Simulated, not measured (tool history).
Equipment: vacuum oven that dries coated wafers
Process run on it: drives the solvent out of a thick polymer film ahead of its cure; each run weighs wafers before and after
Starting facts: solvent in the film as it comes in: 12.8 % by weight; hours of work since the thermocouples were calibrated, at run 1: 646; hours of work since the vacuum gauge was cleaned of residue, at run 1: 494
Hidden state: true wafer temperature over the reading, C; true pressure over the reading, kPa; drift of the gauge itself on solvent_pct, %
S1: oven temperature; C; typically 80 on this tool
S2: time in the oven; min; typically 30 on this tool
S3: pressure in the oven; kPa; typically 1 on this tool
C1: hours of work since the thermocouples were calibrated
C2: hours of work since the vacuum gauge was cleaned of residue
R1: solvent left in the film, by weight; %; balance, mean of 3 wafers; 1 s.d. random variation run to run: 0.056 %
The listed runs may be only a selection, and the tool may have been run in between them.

run	hour	S1	S2	S3	C1	C2	R1
1	0	80	30	1	646	494	2.8
2	12.7	80	30	1	653	501	2.85
3	24.9	80	30	1	660	508	2.85
4	34.8	80	30	1	665	514	2.79
5	56.5	80	30	1	678	526	2.84
6	70.8	80	30	1	686	534	2.87
7	80.6	93	30	1	691	540	0.6
8	102.4	80	30	1	703	552	2.83
9	123	80	30	1	715	563	2.87
10	140.8	80	30	1	725	573	2.92
11	161.4	80	30	1	737	585	2.81
12	174.5	80	20	1	744	593	4.21
13	192	80	20	1	754	602	4.34
14	208.2	80	30	0.7	763	612	2.75
15	224.9	80	30	0.7	772	621	2.79
16	243.6	80	30	1	783	631	2.74
17	253.1	80	30	1	788	637	2.87
18	272.3	80	30	1	799	648	2.8
19	282.3	80	30	1	805	653	2.87
20	295.9	80	15	1	812	661	5.37
21	304.8	80	30	1	817	666	2.84
22	321	80	30	1	827	675	2.78
23	336.5	80	30	3.64	835	684	3.83
24	353	80	23	1.6	845	693	4.02
25	371.4	72	22	1.6	855	703	6.39
26	381.6	80	52	0.58	861	709	1.09
27	394.8	95	49	0.56	868	717	0.16
28	407.8	71	30	1	876	724	5.28
29	421.4	71	30	1	883	732	5.27
30	433.1	91	30	1.7	890	738	1.03
31	450.9	91	30	1.7	900	748	1.1
32	462.4	91	24	1.04	906	755	1.28
33	472	91	26	1.04	912	760	1.09
34	481.4	92	30	3.85	917	766	1.49
35	493.4	92	30	3.85	924	772	1.52
36	505	80	18	3.42	930	779	5.47
37	526.2	80	18	3.42	942	791	5.53
38	539.7	80	28	0.62	950	798	3.02
39	560.6	80	30	1	962	810	2.9
40	574.9	85	40	1.33	970	818	1.3
41	589.3	85	40	1.33	978	826	1.28
42	611.1	78	30	1	990	839	3.41
43	628.8	78	30	1	1000	849	3.45
44	647.4	78	30	1	1011	859	3.54
45	666.3	78	30	1	1021	870	3.5
46	679.8	94	31	1	1029	877	0.66

Run by run, hidden condition taken away, random variation retained:
run	R1
1	2.49
2	2.54
3	2.54
4	2.47
5	2.52
6	2.54
7	0.49
8	2.5
9	2.53
10	2.58
11	2.46
12	3.84
13	3.96
14	2.39
15	2.43
16	2.37
17	2.49
18	2.42
19	2.49
20	4.98
21	2.45
22	2.4
23	3.41
24	3.59
25	5.97
26	0.82
27	0.11
28	4.82
29	4.8
30	0.84
31	0.89
32	1.01
33	0.85
34	1.27
35	1.3
36	4.99
37	5.05
38	2.55
39	2.44
40	1.02
41	1
42	2.91
43	2.93
44	3.03
45	2.98
46	0.5
